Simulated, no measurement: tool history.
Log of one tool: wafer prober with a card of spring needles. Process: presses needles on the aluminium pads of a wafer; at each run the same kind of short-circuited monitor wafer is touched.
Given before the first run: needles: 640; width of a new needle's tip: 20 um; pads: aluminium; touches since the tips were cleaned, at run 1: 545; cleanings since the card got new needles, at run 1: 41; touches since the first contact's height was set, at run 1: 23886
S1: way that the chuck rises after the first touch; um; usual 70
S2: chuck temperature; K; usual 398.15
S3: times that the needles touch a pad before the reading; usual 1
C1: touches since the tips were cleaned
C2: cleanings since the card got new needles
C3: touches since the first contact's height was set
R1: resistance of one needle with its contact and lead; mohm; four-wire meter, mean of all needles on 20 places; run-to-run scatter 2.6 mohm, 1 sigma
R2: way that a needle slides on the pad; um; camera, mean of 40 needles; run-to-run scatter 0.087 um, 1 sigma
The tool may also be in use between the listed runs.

run,hour,S1,S2,S3,C1,C2,C3,R1,R2
1,0.0,70,398.15,1,545,41,23886,330,18.98
# hour 10.5: tips cleaned on abrasive film
# hour 23.7: tips cleaned on abrasive film
# hour 34.3: tips cleaned on abrasive film
# hour 47.4: tips cleaned on abrasive film
2,53.9,70,398.15,1,3626,45,53770,393,19.05
# hour 59.2: tips cleaned on abrasive film
# hour 72.4: tips cleaned on abrasive film
# hour 82.9: tips cleaned on abrasive film
3,91.2,79,398.15,1,4606,48,74423,384,21.35
# hour 93.9: tips cleaned on abrasive film
# hour 104.4: tips cleaned on abrasive film
# hour 117.6: tips cleaned on abrasive film
# hour 128.1: tips cleaned on abrasive film
4,133.6,74,398.15,1,3027,52,97876,379,19.99
# hour 138.9: tips cleaned on abrasive film
# hour 152.0: tips cleaned on abrasive film
# hour 165.2: tips cleaned on abrasive film
# hour 175.7: tips cleaned on abrasive film
5,183.0,74,301.15,1,4079,56,125288,391,20.00
# hour 188.4: tips cleaned on abrasive film
# hour 201.5: tips cleaned on abrasive film
6,208.1,70,398.15,1,3678,58,139178,409,18.57
# hour 213.4: tips cleaned on abrasive film
# hour 224.0: tips cleaned on abrasive film
# hour 236.5: tips cleaned on abrasive film
7,236.5,70,398.15,1,0,61,154871,308,18.47
# hour 249.7: tips cleaned on abrasive film
# hour 260.2: tips cleaned on abrasive film
# hour 273.4: tips cleaned on abrasive film
8,275.7,70,398.15,1,1284,64,176579,375,18.39
# hour 286.2: tips cleaned on abrasive film
# hour 299.4: tips cleaned on abrasive film
# hour 312.5: tips cleaned on abrasive film
# hour 325.7: tips cleaned on abrasive film
9,333.8,70,398.15,2,4511,68,208809,372,18.56
# hour 336.5: tips cleaned on abrasive film
# hour 347.0: tips cleaned on abrasive film
# hour 360.2: tips cleaned on abrasive film
10,367.9,70,398.15,2,4321,71,227714,369,18.33
# hour 373.3: tips cleaned on abrasive film
# hour 383.9: tips cleaned on abrasive film
# hour 397.0: tips cleaned on abrasive film
# hour 405.1: height of the first contact set anew
# hour 407.9: tips cleaned on abrasive film
# hour 421.0: tips cleaned on abrasive film
11,429.2,70,398.15,2,4596,76,13349,374,19.19
# hour 432.0: tips cleaned on abrasive film
# hour 445.1: tips cleaned on abrasive film
# hour 458.1: tips cleaned on abrasive film
12,464.8,70,398.15,2,3729,79,33040,363,19.02
# hour 470.1: tips cleaned on abrasive film
# hour 480.7: tips cleaned on abrasive film
# hour 491.2: tips cleaned on abrasive film
# hour 504.3: tips cleaned on abrasive film
# hour 514.8: tips cleaned on abrasive film
13,524.0,70,398.15,2,5145,84,65844,376,19.01
# hour 526.7: tips cleaned on abrasive film
# hour 539.9: tips cleaned on abrasive film
# hour 550.4: tips cleaned on abrasive film
14,557.1,70,398.15,2,3758,87,84171,363,19.06
# hour 562.5: tips cleaned on abrasive film
# hour 575.6: tips cleaned on abrasive film
# hour 588.8: tips cleaned on abrasive film
# hour 599.3: tips cleaned on abrasive film
15,602.6,70,391.15,1,1808,91,109319,382,18.77
# hour 610.5: tips cleaned on abrasive film
# hour 621.0: tips cleaned on abrasive film
# hour 634.2: tips cleaned on abrasive film
# hour 645.5: tips cleaned on abrasive film
16,645.5,83,355.15,1,0,95,133075,292,22.40
# hour 658.6: tips cleaned on abrasive film
# hour 671.8: tips cleaned on abrasive film
17,679.4,83,355.15,1,4249,97,151912,378,22.41
# hour 684.7: tips cleaned on abrasive film
# hour 697.8: tips cleaned on abrasive film
# hour 710.9: tips cleaned on abrasive film
# hour 724.0: tips cleaned on abrasive film
# hour 735.9: tips cleaned on abrasive film
18,735.9,67,326.15,1,0,102,183178,299,17.64
# hour 749.0: tips cleaned on abrasive film
# hour 762.2: tips cleaned on abrasive film
19,771.0,67,326.15,1,4932,104,202698,448,17.74
# hour 773.7: tips cleaned on abrasive film
# hour 786.9: tips cleaned on abrasive film
# hour 800.1: tips cleaned on abrasive film
20,806.4,60,317.15,1,3566,107,222310,469,15.66
# hour 811.8: tips cleaned on abrasive film
# hour 824.9: tips cleaned on abrasive film
# hour 838.0: tips cleaned on abrasive film
21,838.0,60,317.15,1,0,110,239792,299,15.62
# hour 851.2: tips cleaned on abrasive film
# hour 854.1: height of the first contact set anew
# hour 862.0: tips cleaned on abrasive film
# hour 873.4: tips cleaned on abrasive film
22,873.4,74,330.15,3,0,113,10645,281,20.43
# hour 886.4: tips cleaned on abrasive film
# hour 899.5: tips cleaned on abrasive film
23,904.0,60,366.15,1,2524,115,27666,426,16.38
# hour 912.0: tips cleaned on abrasive film
# hour 925.1: tips cleaned on abrasive film
# hour 938.3: tips cleaned on abrasive film
24,944.4,60,366.15,1,3401,118,50031,465,16.32
# hour 949.7: tips cleaned on abrasive film
# hour 962.8: tips cleaned on abrasive film
# hour 975.9: tips cleaned on abrasive film
# hour 989.1: tips cleaned on abrasive film
# hour 1002.2: tips cleaned on abrasive film
25,1002.2,70,303.15,3,0,123,82023,281,19.01
# hour 1015.3: tips cleaned on abrasive film
# hour 1025.9: tips cleaned on abrasive film
# hour 1036.4: tips cleaned on abrasive film
26,1040.3,70,364.15,1,2192,126,103180,392,19.01
# hour 1048.3: tips cleaned on abrasive film
# hour 1058.8: tips cleaned on abrasive film
# hour 1072.0: tips cleaned on abrasive film
# hour 1085.0: tips cleaned on abrasive film
27,1093.8,70,364.15,1,4915,130,132803,444,18.62

Below, some changes in R1 between adjacent runs. For each, the amount present without the hidden state too (settings, incoming material, random variation) and the amount remaining for the hidden state with gauge scatter not shared by both compared results:
Hidden state at play: debris on the tips, nm; way that the needles fall short of the set height, um; tips' diameter, um; drift of the gauge itself on contact_mohm, %; drift of the gauge itself on scrub_um, %.
Run 20 -> 21: tips cleaned on abrasive film, tips cleaned on abrasive film, tips cleaned on abrasive film. R1 -170 mohm: hidden state -171, all else +1.
Run 24 -> 25: S1 60 -> 70, S2 366.15 -> 303.15, S3 1 -> 3, tips cleaned on abrasive film, tips cleaned on abrasive film, tips cleaned on abrasive film, tips cleaned on abrasive film, tips cleaned on abrasive film. R1 -184 mohm: hidden state -158, all else -26.
